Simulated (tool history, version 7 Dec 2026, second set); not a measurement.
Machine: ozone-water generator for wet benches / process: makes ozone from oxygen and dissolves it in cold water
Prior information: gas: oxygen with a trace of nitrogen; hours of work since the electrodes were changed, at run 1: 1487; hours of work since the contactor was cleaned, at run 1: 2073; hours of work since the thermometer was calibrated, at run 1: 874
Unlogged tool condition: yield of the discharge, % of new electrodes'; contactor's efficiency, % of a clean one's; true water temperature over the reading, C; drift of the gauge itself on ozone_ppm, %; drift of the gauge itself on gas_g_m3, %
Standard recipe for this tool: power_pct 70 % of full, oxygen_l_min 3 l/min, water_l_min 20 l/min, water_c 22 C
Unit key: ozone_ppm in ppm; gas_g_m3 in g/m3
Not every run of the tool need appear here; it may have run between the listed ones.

run    hour  power_pct  oxygen_l_min  water_l_min  water_c  hours of work since the electrodes were changed  hours of work since the contactor was cleaned  hours of work since the thermometer was calibrated  ozone_ppm  gas_g_m3
  1       0         70             3           20       22                                             1487                                           2073                                                 874       10.8     198.6
  2   106.6         44             3           20       22                                             1572                                           2158                                                 959          8     148.3
  3   211.6         70             3           20       27                                             1656                                           2242                                                1043       10.1     197.4
  4   274.4         70             3           20       16                                             1706                                           2292                                                1094       11.5     198.8
  5   382.7         70          3.06           20       16                                             1793                                           2378                                                1180       11.4     197.3
  6   442.9         70          3.06           20       16                                             1841                                           2426                                                1228       11.4     195.8
  7   509.7         70             3           20       30                                             1894                                           2480                                                1281        9.7     197.7
  8   613.4         70             3           20       30                                             1977                                           2562                                                1364        9.8     197.2
  9   670.8         70             3           20       30                                             2023                                           2608                                                1410        9.8     197.5
 10     760         70             3           20       22                                             2094                                           2680                                                1481       10.8     195.1
 11   835.2         70             3           20       22                                             2154                                           2740                                                1541       10.6     195.9
 12   944.6         70             3           20       22                                             2241                                           2827                                                1629       10.7     197.2
 13   998.2         70             3           20       22                                             2284                                           2870                                                1672       11.1     195.8
 14  1084.6         70             3           22       22                                             2353                                           2939                                                1741        9.6     197.4
 15  1170.9         70             3           20       30                                             2422                                           3008                                                1810        9.7       195
 16  1264.7         70             3           20       30                                             2497                                           3083                                                1884        9.8     197.7
 17  1343.7         70             3           20       17                                             2560                                           3146                                                1948       11.1     195.8
 18  1391.4         80             3           20       18                                             2598                                           3184                                                1986       12.2     212.5
 19  1439.8         46          1.79           13       16                                             2637                                           3222                                                2024       13.3     198.7
 20  1530.8         64          1.79           21       16                                             2710                                           3295                                                2097        9.1     243.1
 21  1619.8         64          1.79           21       16                                             2781                                           3366                                                2168        9.2     242.8
 22  1712.6         81             3           20       17                                             2855                                           3440                                                2242       12.4     215.2
 23    1800         70          1.76           23       22                                             2925                                           3510                                                2312        8.4     259.6
 24  1908.5         59          1.63           23       22                                             3011                                           3597                                                2399        7.2     242.4
 25  1985.5         59          1.63           23       22                                             3073                                           3658                                                2460          7     242.6
 26  2037.8         43          3.16           12       27                                             3115                                           3700                                                2502       12.6     137.5
 27  2145.3         70             3           20       26                                             3200                                           3786                                                2588       10.3     194.1
 28  2244.6         70             3           20       26                                             3280                                           3865                                                2667         10     195.4
 29    2312         63             3           25       29                                             3334                                           3919                                                2721        6.8     183.6

For run 30, what comes out?
 30  2370.4         63             3           25       16                                             3380                                           3966                                                2768          ?         ?

ozone_ppm: 8 ppm
gas_g_m3: 180.2 g/m3
The same run, on a tool lacking any hidden state, would have yielded ozone_ppm 8 ppm, gas_g_m3 184.6 g/m3.
